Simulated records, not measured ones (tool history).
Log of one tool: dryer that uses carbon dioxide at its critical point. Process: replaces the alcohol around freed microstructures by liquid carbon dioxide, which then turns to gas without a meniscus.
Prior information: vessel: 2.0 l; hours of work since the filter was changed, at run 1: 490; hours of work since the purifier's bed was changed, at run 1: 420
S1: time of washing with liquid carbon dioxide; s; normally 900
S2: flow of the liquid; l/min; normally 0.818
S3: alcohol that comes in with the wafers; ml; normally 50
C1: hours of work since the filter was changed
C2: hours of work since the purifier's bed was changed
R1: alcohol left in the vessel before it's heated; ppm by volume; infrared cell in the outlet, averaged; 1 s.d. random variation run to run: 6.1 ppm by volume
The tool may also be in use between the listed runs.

{"run": 1, "hour": 0.0, "S1": 900, "S2": 0.818, "S3": 50, "C1": 490, "C2": 420, "R1": 439}
{"run": 2, "hour": 18.6, "S1": 900, "S2": 0.818, "S3": 24, "C1": 498, "C2": 428, "R1": 259}
{"run": 3, "hour": 36.1, "S1": 900, "S2": 0.818, "S3": 50, "C1": 505, "C2": 436, "R1": 449}
{"run": 4, "hour": 52.5, "S1": 900, "S2": 0.818, "S3": 50, "C1": 512, "C2": 443, "R1": 447}
{"run": 5, "hour": 74.4, "S1": 900, "S2": 0.818, "S3": 50, "C1": 521, "C2": 452, "R1": 466}
{"run": 6, "hour": 87.2, "S1": 900, "S2": 0.818, "S3": 50, "C1": 527, "C2": 458, "R1": 468}
{"run": 7, "hour": 104.7, "S1": 900, "S2": 0.818, "S3": 50, "C1": 534, "C2": 465, "R1": 464}
{"run": 8, "hour": 131.9, "S1": 900, "S2": 0.818, "S3": 50, "C1": 546, "C2": 477, "R1": 466}
{"run": 9, "hour": 154.3, "S1": 900, "S2": 0.818, "S3": 59, "C1": 556, "C2": 486, "R1": 551}
{"run": 10, "hour": 171.9, "S1": 840, "S2": 1.371, "S3": 29, "C1": 563, "C2": 494, "R1": 127}
{"hour": 179.7, "done": "inlet filter changed"}
{"run": 11, "hour": 186.2, "S1": 840, "S2": 1.371, "S3": 87, "C1": 3, "C2": 500, "R1": 141}
{"run": 12, "hour": 209.3, "S1": 1260, "S2": 0.818, "S3": 50, "C1": 13, "C2": 510, "R1": 149}
{"run": 13, "hour": 238.4, "S1": 1140, "S2": 0.739, "S3": 84, "C1": 25, "C2": 522, "R1": 315}
{"run": 14, "hour": 266.1, "S1": 1140, "S2": 0.739, "S3": 84, "C1": 37, "C2": 534, "R1": 329}
{"run": 15, "hour": 286.9, "S1": 780, "S2": 0.739, "S3": 24, "C1": 46, "C2": 543, "R1": 433}
{"run": 16, "hour": 307.7, "S1": 780, "S2": 0.739, "S3": 24, "C1": 55, "C2": 552, "R1": 431}

For run 17, what comes out?
{"run": 17, "hour": 333.7, "S1": 540, "S2": 1.112, "S3": 21, "C1": 66, "C2": 563, "R1": "?"}

{"run 17": {"R1": 353}}
Were there no unlogged condition in the tool, this run, its random variation unchanged, would have produced R1 224 ppm by volume.
